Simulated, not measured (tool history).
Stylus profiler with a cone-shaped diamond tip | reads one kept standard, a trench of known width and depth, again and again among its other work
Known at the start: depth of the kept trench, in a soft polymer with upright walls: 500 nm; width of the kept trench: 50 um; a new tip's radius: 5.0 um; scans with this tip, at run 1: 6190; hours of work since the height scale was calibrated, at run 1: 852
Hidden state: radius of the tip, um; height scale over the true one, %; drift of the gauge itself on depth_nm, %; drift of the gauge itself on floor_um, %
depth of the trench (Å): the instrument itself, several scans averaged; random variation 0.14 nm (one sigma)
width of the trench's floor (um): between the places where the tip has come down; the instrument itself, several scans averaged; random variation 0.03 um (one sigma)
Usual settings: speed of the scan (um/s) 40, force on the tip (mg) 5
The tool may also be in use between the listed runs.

run	hour	speed of the scan (um/s)	force on the tip (mg)	scans with this tip	hours of work since the height scale was calibrated	depth of the trench (Å)	width of the trench's floor (um)
1	0	40	5	6190	852	5144.6	44.34
2	26.9	40	5	6277	864	5143.9	44.31
3	55.2	40	5	6369	876	5146.1	44.28
4	84.4	40	5	6464	889	5144.8	44.31
5	100.1	33	5	6514	896	5145.4	44.26
6	118.3	33	5	6573	905	5148.5	44.25
7	151.6	33	5	6681	919	5148.2	44.26
8	169.6	40	10.66	6739	927	5233.6	44.28
9	190.3	40	10.66	6807	937	5233.8	44.23
10	211.2	40	10.66	6874	946	5235.4	44.25
11	237.6	40	12.01	6960	958	5254	44.21
12	270.9	40	12.01	7068	973	5253.2	44.15
13	299.9	40	12.01	7162	986	5250.9	44.17
14	318	40	12.01	7220	994	5253.5	44.22
15	350.8	40	12.01	7327	1008	5249.9	44.16
16	369.1	40	12.01	7386	1016	5253.8	44.16
17	399.4	57	5	7484	1030	5151.7	44.1
18	433.1	57	8.99	7593	1045	5213.3	44.12
19	462.6	40	9.79	7689	1058	5223.1	44.11
20	480.6	40	9.79	7747	1066	5227.3	44.06
21	517.9	40	9.79	7868	1083	5225.3	44.11
22	540.4	40	5	7941	1093	5153.1	44.03
23	559	40	5	8001	1101	5149.8	44.02
24	583.5	29	8.41	8081	1112	5205.4	44.06
25	606.6	29	8.41	8156	1122	5205.8	44.01
26	631.2	11	2.68	8235	1133	5106.3	44.03
27	661.6	11	2.68	8334	1147	5108.9	44.03
28	687.4	64	8.01	8417	1158	5199.6	43.96
29	703.9	18	9.63	8471	1166	5225.5	43.95
30	741.7	18	9.63	8593	1183	5225.4	43.97
31	758.9	34	2.6	8649	1190	5107	43.88
32	777.5	69	2.79	8709	1199	5111.9	43.78
33	810.7	69	2.79	8817	1213	5112.4	43.79
34	846.2	37	4.69	8932	1229	5145.9	43.85
35	863.7	13	5.05	8989	1237	5155.3	43.95
36	883.8	13	5.05	9054	1246	5154.7	43.93
37	902.9	21	11.07	9116	1254	5244.3	43.86
38	926.1	28	3.25	9191	1265	5125.1	43.84
39	959.2	28	3.25	9298	1279	5121.9	43.86
40	985.7	106	3.25	9384	1291	5122.7	43.62
41	1016.2	142	4.31	9483	1305	5143.4	43.57
42	1044.4	100	2.48	9574	1317	5107.8	43.57
43	1061.6	13	1.77	9630	1325	5093.6	43.75
44	1095.7	13	1.77	9740	1340	5089.6	43.8
45	1130.8	158	2.1	9854	1356	5100.7	43.35
46	1158.2	158	2.1	9943	1368	5099.5	43.31

3 ways to go on from here, each from the tool as it stands after run 46. What would each give?
A	1175.5	141	5	9999	1376	?	?
B	1175.5	26	12.1	9999	1376	?	?
C	1175.5	22	4.56	9999	1376	?	?

run	depth of the trench (Å)	width of the trench's floor (um)
A	5160.5	43.49
B	5262.6	43.74
C	5147.5	43.74
Without the tool's hidden state the same runs would have given:
run	depth of the trench (Å)	width of the trench's floor (um)
A	5132.8	45.35
B	5234.3	45.59
C	5119.9	45.6

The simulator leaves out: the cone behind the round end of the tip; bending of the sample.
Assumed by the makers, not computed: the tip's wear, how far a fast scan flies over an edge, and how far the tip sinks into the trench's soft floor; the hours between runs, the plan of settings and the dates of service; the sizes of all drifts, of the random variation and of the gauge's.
